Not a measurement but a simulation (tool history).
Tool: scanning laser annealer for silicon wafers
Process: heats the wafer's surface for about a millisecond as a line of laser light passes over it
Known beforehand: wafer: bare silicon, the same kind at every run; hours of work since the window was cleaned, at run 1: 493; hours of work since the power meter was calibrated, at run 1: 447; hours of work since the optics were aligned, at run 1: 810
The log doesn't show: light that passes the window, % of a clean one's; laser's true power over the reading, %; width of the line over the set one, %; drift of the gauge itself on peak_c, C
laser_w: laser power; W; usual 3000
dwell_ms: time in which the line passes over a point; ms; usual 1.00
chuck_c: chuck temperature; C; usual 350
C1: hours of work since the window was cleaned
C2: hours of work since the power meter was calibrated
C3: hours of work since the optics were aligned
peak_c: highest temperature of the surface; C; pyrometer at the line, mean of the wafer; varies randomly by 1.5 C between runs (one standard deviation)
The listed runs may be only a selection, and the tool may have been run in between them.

Run 1, hour 0.0: usual settings; C1 493; C2 447; C3 810. Result: peak_c 1064 C.
Run 2, hour 19.8: usual settings; C1 504; C2 458; C3 821. Result: peak_c 1066 C.
Run 3, hour 34.9: usual settings; C1 513; C2 466; C3 830. Result: peak_c 1066 C.
Run 4, hour 55.5: usual settings; C1 524; C2 477; C3 841. Result: peak_c 1064 C.
Run 5, hour 68.0: usual settings; C1 531; C2 484; C3 848. Result: peak_c 1063 C.
Run 6, hour 81.2: usual settings; C1 538; C2 491; C3 855. Result: peak_c 1062 C.
Run 7, hour 100.1: usual settings but chuck_c 353 C; C1 549; C2 502; C3 866. Result: peak_c 1065 C.
Run 8, hour 114.7: usual settings but chuck_c 353 C; C1 557; C2 510; C3 874. Result: peak_c 1064 C.
Run 9, hour 131.6: usual settings but laser_w 2642 W, chuck_c 373 C; C1 566; C2 519; C3 883. Result: peak_c 1004 C.
At hour 136.5: laser's power meter calibrated.
Run 10, hour 147.2: usual settings but laser_w 2565 W, dwell_ms 1.15 ms, chuck_c 384 C; C1 573; C2 6; C3 890. Result: peak_c 1038 C.
Run 11, hour 157.2: usual settings but laser_w 2565 W, dwell_ms 1.15 ms, chuck_c 384 C; C1 578; C2 11; C3 895. Result: peak_c 1037 C.
Run 12, hour 166.9: usual settings but laser_w 2565 W, dwell_ms 1.02 ms, chuck_c 312 C; C1 584; C2 17; C3 901. Result: peak_c 931 C.

Branching from run 12: 5 alternative next runs. What would each branch give?
Run A, hour 183.9: usual settings but laser_w 2970 W, dwell_ms 1.07 ms, chuck_c 312 C; C1 593; C2 26; C3 910. Result: peak_c ?.
Run B, hour 183.9: usual settings but laser_w 2679 W, dwell_ms 1.19 ms, chuck_c 312 C; C1 593; C2 26; C3 910. Result: peak_c ?.
Run C, hour 183.9: usual settings but laser_w 2643 W, dwell_ms 0.76 ms, chuck_c 339 C; C1 593; C2 26; C3 910. Result: peak_c ?.
Run D, hour 183.9: usual settings but laser_w 2565 W, dwell_ms 0.77 ms, chuck_c 319 C; C1 593; C2 26; C3 910. Result: peak_c ?.
Run E, hour 183.9: usual settings but laser_w 2972 W, dwell_ms 0.71 ms, chuck_c 316 C; C1 593; C2 26; C3 910. Result: peak_c ?.

run  peak_c
  A    1037
  B    1005
  C     899
  D     868
  E     920
Without the tool's unlogged condition, the same runs would have read:
run  peak_c
  A    1063
  B    1029
  C     918
  D     887
  E     941
